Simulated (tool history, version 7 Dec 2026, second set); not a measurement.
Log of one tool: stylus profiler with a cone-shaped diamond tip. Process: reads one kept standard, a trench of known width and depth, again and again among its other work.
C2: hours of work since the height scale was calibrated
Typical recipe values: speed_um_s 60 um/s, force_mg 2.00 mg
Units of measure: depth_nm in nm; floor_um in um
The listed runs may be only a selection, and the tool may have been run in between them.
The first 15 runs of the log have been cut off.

run 16 day=15.108 | speed_um_s=60 force_mg=2.00 | scans_with_this_tip=1027 C2=249 | depth_nm=504.83 floor_um=25.47
run 17 day=16.492 | speed_um_s=60 force_mg=2.00 | scans_with_this_tip=1095 C2=266 | depth_nm=504.70 floor_um=25.54
run 18 day=17.467 | speed_um_s=60 force_mg=2.00 | scans_with_this_tip=1143 C2=277 | depth_nm=504.85 floor_um=25.57
run 19 day=18.425 | speed_um_s=60 force_mg=2.00 | scans_with_this_tip=1190 C2=289 | depth_nm=504.74 floor_um=25.52
run 20 day=19.583 | speed_um_s=60 force_mg=2.00 | scans_with_this_tip=1247 C2=302 | depth_nm=504.66 floor_um=25.53
run 21 day=20.933 | speed_um_s=60 force_mg=2.00 | scans_with_this_tip=1314 C2=319 | depth_nm=504.69 floor_um=25.51
run 22 day=21.942 | speed_um_s=60 force_mg=2.00 | scans_with_this_tip=1363 C2=331 | depth_nm=504.82 floor_um=25.53
run 23 day=23.021 | speed_um_s=60 force_mg=2.00 | scans_with_this_tip=1416 C2=343 | depth_nm=504.72 floor_um=25.44
run 24 day=23.917 | speed_um_s=60 force_mg=2.00 | scans_with_this_tip=1460 C2=354 | depth_nm=504.72 floor_um=25.49
run 25 day=24.800 | speed_um_s=60 force_mg=1.01 | scans_with_this_tip=1504 C2=365 | depth_nm=502.97 floor_um=25.44
run 26 day=26.104 | speed_um_s=201 force_mg=1.05 | scans_with_this_tip=1568 C2=380 | depth_nm=503.05 floor_um=25.05
run 27 day=27.075 | speed_um_s=20 force_mg=1.17 | scans_with_this_tip=1616 C2=392 | depth_nm=503.23 floor_um=25.56
run 28 day=28.079 | speed_um_s=41 force_mg=0.89 | scans_with_this_tip=1665 C2=404 | depth_nm=502.78 floor_um=25.52
run 29 day=28.829 | speed_um_s=41 force_mg=0.89 | scans_with_this_tip=1702 C2=413 | depth_nm=502.72 floor_um=25.51
run 30 day=29.712 | speed_um_s=96 force_mg=2.00 | scans_with_this_tip=1745 C2=423 | depth_nm=504.72 floor_um=25.51
run 31 day=31.050 | speed_um_s=69 force_mg=1.70 | scans_with_this_tip=1811 C2=439 | depth_nm=504.10 floor_um=25.50
run 32 day=32.108 | speed_um_s=60 force_mg=4.23 | scans_with_this_tip=1863 C2=452 | depth_nm=507.86 floor_um=25.53

What will run 33 give?
run 33 day=32.896 | speed_um_s=29 force_mg=1.43 | scans_with_this_tip=1902 C2=461 | depth_nm=? floor_um=?

{"run 33": {"depth_nm": 503.67, "floor_um": 25.54}}
The same run, on a tool lacking any hidden state, would have yielded depth_nm 503.68 nm, floor_um 25.54 um.

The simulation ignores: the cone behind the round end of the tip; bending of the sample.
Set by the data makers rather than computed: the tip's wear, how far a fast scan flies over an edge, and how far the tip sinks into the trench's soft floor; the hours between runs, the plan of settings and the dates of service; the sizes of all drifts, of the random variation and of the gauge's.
